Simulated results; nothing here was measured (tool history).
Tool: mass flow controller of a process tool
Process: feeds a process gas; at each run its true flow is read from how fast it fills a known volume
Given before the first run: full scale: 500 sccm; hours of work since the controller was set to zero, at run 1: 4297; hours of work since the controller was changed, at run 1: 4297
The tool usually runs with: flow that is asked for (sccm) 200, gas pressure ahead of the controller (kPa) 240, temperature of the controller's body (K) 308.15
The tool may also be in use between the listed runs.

run	hour	flow that is asked for (sccm)	gas pressure ahead of the controller (kPa)	temperature of the controller's body (K)	hours of work since the controller was set to zero	hours of work since the controller was changed	true flow (%)
1	0	200	240	308.15	4297	4297	99.73
2	203.4	200	240	296.15	4438	4438	98.85
3	381.2	200	240	296.15	4562	4562	98.85
4	567.7	200	240	308.15	4691	4691	99.9
5	745.2	200	240	308.15	4814	4814	99.96
6	933.7	200	240	308.15	4945	4945	99.89
7	1104.6	200	240	308.15	5063	5063	99.95
8	1259.1	200	240	308.15	5170	5170	99.99
9	1493.2	106	172	306.15	5333	5333	97.37
10	1603.3	106	172	306.15	5409	5409	97.26
# hour 1615.3: controller's zero set anew
11	1761.6	106	172	306.15	101	5518	95.4
12	1923	52	161	310.15	213	5630	90.21
13	2163	270	161	296.15	380	5797	98.8
14	2358.3	270	161	296.15	515	5932	98.7
15	2468.5	247	264	302.15	592	6008	99.59
16	2617.6	247	264	302.15	695	6112	99.62

Branching from run 16: 5 alternative next runs. What would each branch give?
# hour 2797.7: controller's zero set anew, once more
A	2831	247	208	300.15	23	6259	?
# hour 2797.7: controller's zero set anew, once more
B	2831	107	240	308.15	23	6259	?
# hour 2797.7: controller's zero set anew, once more
C	2831	247	264	300.15	23	6259	?
# hour 2797.7: controller's zero set anew, once more
D	2831	178	168	299.15	23	6259	?
# hour 2797.7: controller's zero set anew, once more
E	2831	247	259	311.15	23	6259	?

run	true flow (%)
A	101.4
B	101.2
C	101.68
D	100.51
E	102.64
Stripped of hidden state, with their random variation kept, the same runs would have yielded:
run	true flow (%)
A	98.55
B	98.36
C	98.83
D	97.66
E	99.78

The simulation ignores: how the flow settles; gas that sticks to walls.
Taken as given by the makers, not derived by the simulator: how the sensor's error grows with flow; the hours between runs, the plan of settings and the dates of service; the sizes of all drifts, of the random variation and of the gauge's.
